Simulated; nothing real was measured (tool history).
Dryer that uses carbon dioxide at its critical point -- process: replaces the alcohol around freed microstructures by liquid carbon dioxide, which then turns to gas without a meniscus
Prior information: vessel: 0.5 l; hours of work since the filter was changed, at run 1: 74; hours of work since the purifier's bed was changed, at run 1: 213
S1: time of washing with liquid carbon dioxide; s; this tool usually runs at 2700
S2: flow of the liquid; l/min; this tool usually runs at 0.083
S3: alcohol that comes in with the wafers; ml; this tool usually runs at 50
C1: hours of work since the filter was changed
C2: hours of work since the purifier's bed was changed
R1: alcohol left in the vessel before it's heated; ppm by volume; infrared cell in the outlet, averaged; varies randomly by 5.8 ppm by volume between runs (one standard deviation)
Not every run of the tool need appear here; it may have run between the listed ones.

run    day    S1      S2  S3   C1   C2    R1
  1      0  2700   0.083  50   74  213   246
  2  0.321  2700   0.083  50   78  217   236
  3  0.583  2700   0.083  50   82  221   237
  4  0.854  2700   0.083  50   86  225   238
  5  1.275  2700   0.083  50   92  230   233
  6   1.55  2700   0.083  50   95  234   251
  7  1.783  2700   0.083  50   98  237   249
  8    2.1  2700   0.083  50  103  242   243
  9  2.512  2700   0.083  50  108  247   259
 10  2.954  2700   0.083  50  114  253   245
 11  3.292  2700   0.083  47  119  258   248
 12  3.692  1680   0.083  47  125  263  2119
 13  3.983  2100  0.0645  50  129  267  2510
 14  4.296  2100  0.0645  50  133  271  2440
 15  4.708  2100  0.0645  50  138  277  2445
 16  5.146  2700  0.0767  48  144  283   370
 17  5.458  2700  0.1347  73  149  287    58
 18    5.9  2700  0.1347  73  155  293    48
 19  6.246  2400  0.0775  80  159  298  1076
 20    6.7  4080  0.0624  50  166  304   139
 21  7.088  4080  0.0624  50  171  310   136
 22  7.512  2700  0.0608  38  177  315   893
 23  7.838  2700  0.0608  38  181  320   918
 24  8.054  2700  0.0777  67  184  323   502

Forecast each of these 3 alternatives for the next run:
  A  8.383  2700  0.1037  50  189  327   ?
  B  8.383  4200  0.1165  50  189  327   ?
  C  8.383  1980  0.0777  37  189  327   ?

run    R1
  A    99
  B    37
  C  1209
Take away the tool's hidden state, keep each run's random variation, and the runs would have read:
run   R1
  A   45
  B    0
  C  997

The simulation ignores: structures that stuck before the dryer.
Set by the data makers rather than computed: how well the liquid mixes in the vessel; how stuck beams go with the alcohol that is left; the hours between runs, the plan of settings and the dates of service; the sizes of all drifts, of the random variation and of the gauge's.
